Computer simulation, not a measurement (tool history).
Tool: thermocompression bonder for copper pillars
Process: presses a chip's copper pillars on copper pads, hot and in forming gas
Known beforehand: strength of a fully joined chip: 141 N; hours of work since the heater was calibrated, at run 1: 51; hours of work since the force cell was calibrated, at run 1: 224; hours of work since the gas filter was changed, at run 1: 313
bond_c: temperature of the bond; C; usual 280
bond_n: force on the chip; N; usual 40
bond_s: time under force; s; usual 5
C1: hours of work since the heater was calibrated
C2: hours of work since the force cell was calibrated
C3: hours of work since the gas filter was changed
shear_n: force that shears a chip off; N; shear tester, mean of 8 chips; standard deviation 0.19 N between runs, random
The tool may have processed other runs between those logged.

run 1 hour=0 | bond_c=280 bond_n=40 bond_s=5 | C1=51 C2=224 C3=313 | shear_n=57.3
run 2 hour=13.3 | bond_c=280 bond_n=40 bond_s=5 | C1=57 C2=230 C3=319 | shear_n=57.8
run 3 hour=21.6 | bond_c=280 bond_n=40 bond_s=5 | C1=61 C2=234 C3=323 | shear_n=57.9
run 4 hour=32.6 | bond_c=280 bond_n=30 bond_s=5 | C1=67 C2=239 C3=328 | shear_n=45.8
run 5 hour=43.8 | bond_c=280 bond_n=30 bond_s=5 | C1=72 C2=245 C3=334 | shear_n=45.4
run 6 hour=55.6 | bond_c=280 bond_n=30 bond_s=5 | C1=77 C2=250 C3=339 | shear_n=45.3
run 7 hour=63 | bond_c=280 bond_n=30 bond_s=5 | C1=81 C2=254 C3=343 | shear_n=45.8
run 8 hour=78.3 | bond_c=280 bond_n=30 bond_s=5 | C1=88 C2=261 C3=350 | shear_n=45.6
run 9 hour=87.4 | bond_c=280 bond_n=30 bond_s=5 | C1=92 C2=265 C3=354 | shear_n=45.7
run 10 hour=103.4 | bond_c=280 bond_n=30 bond_s=5 | C1=100 C2=273 C3=362 | shear_n=45.5
run 11 hour=120.6 | bond_c=280 bond_n=30 bond_s=5 | C1=108 C2=281 C3=370 | shear_n=45.7
run 12 hour=138.3 | bond_c=280 bond_n=30 bond_s=5 | C1=116 C2=289 C3=378 | shear_n=45.8
run 13 hour=148.7 | bond_c=280 bond_n=40 bond_s=5 | C1=121 C2=294 C3=383 | shear_n=57.8
run 14 hour=160.6 | bond_c=280 bond_n=40 bond_s=5 | C1=127 C2=300 C3=389 | shear_n=58.1
run 15 hour=175.1 | bond_c=280 bond_n=40 bond_s=5 | C1=134 C2=307 C3=395 | shear_n=57.8
run 16 hour=186.8 | bond_c=280 bond_n=40 bond_s=5 | C1=139 C2=312 C3=401 | shear_n=57.8
run 17 hour=202.3 | bond_c=280 bond_n=40 bond_s=5 | C1=147 C2=320 C3=408 | shear_n=58.1
run 18 hour=218.6 | bond_c=280 bond_n=40 bond_s=5 | C1=154 C2=327 C3=416 | shear_n=58.2
run 19 hour=231.8 | bond_c=308 bond_n=55 bond_s=11 | C1=160 C2=333 C3=422 | shear_n=107.3
run 20 hour=246.8 | bond_c=308 bond_n=55 bond_s=11 | C1=168 C2=340 C3=429 | shear_n=108.1
run 21 hour=259.3 | bond_c=308 bond_n=55 bond_s=11 | C1=173 C2=346 C3=435 | shear_n=107.8
run 22 hour=272.4 | bond_c=257 bond_n=50 bond_s=11 | C1=180 C2=353 C3=441 | shear_n=74.1
run 23 hour=289.8 | bond_c=257 bond_n=50 bond_s=11 | C1=188 C2=361 C3=450 | shear_n=74.4
run 24 hour=304.5 | bond_c=252 bond_n=59 bond_s=11 | C1=195 C2=368 C3=457 | shear_n=79.8
run 25 hour=314.4 | bond_c=254 bond_n=36 bond_s=13 | C1=199 C2=372 C3=461 | shear_n=60.1
run 26 hour=332.2 | bond_c=254 bond_n=36 bond_s=13 | C1=208 C2=381 C3=470 | shear_n=59.9
run 27 hour=348.9 | bond_c=254 bond_n=36 bond_s=13 | C1=216 C2=389 C3=477 | shear_n=60.2
run 28 hour=360 | bond_c=300 bond_n=40 bond_s=7 | C1=221 C2=394 C3=483 | shear_n=76.7
run 29 hour=370 | bond_c=300 bond_n=40 bond_s=7 | C1=226 C2=399 C3=487 | shear_n=76.4
-- hour=372.1 forming gas filter changed
run 30 hour=381.5 | bond_c=283 bond_n=35 bond_s=7 | C1=231 C2=404 C3=4 | shear_n=63
run 31 hour=391.8 | bond_c=283 bond_n=57 bond_s=10 | C1=236 C2=409 C3=9 | shear_n=98.1
run 32 hour=404.1 | bond_c=283 bond_n=57 bond_s=10 | C1=241 C2=414 C3=15 | shear_n=97.5
run 33 hour=417.6 | bond_c=303 bond_n=46 bond_s=5 | C1=248 C2=421 C3=21 | shear_n=80.1

Predict each of these 3 candidate next runs independently; none follows another, all start after run 33:
run A hour=428.1 | bond_c=263 bond_n=40 bond_s=3 | C1=253 C2=426 C3=26 | shear_n=?
run B hour=428.1 | bond_c=303 bond_n=25 bond_s=5 | C1=253 C2=426 C3=26 | shear_n=?
run C hour=428.1 | bond_c=280 bond_n=40 bond_s=10 | C1=253 C2=426 C3=26 | shear_n=?

run=A shear_n=41.6
run=B shear_n=50
run=C shear_n=76.7
What these runs would have given with no unlogged condition in the tool:
run=A shear_n=40.6
run=B shear_n=49
run=C shear_n=75.4
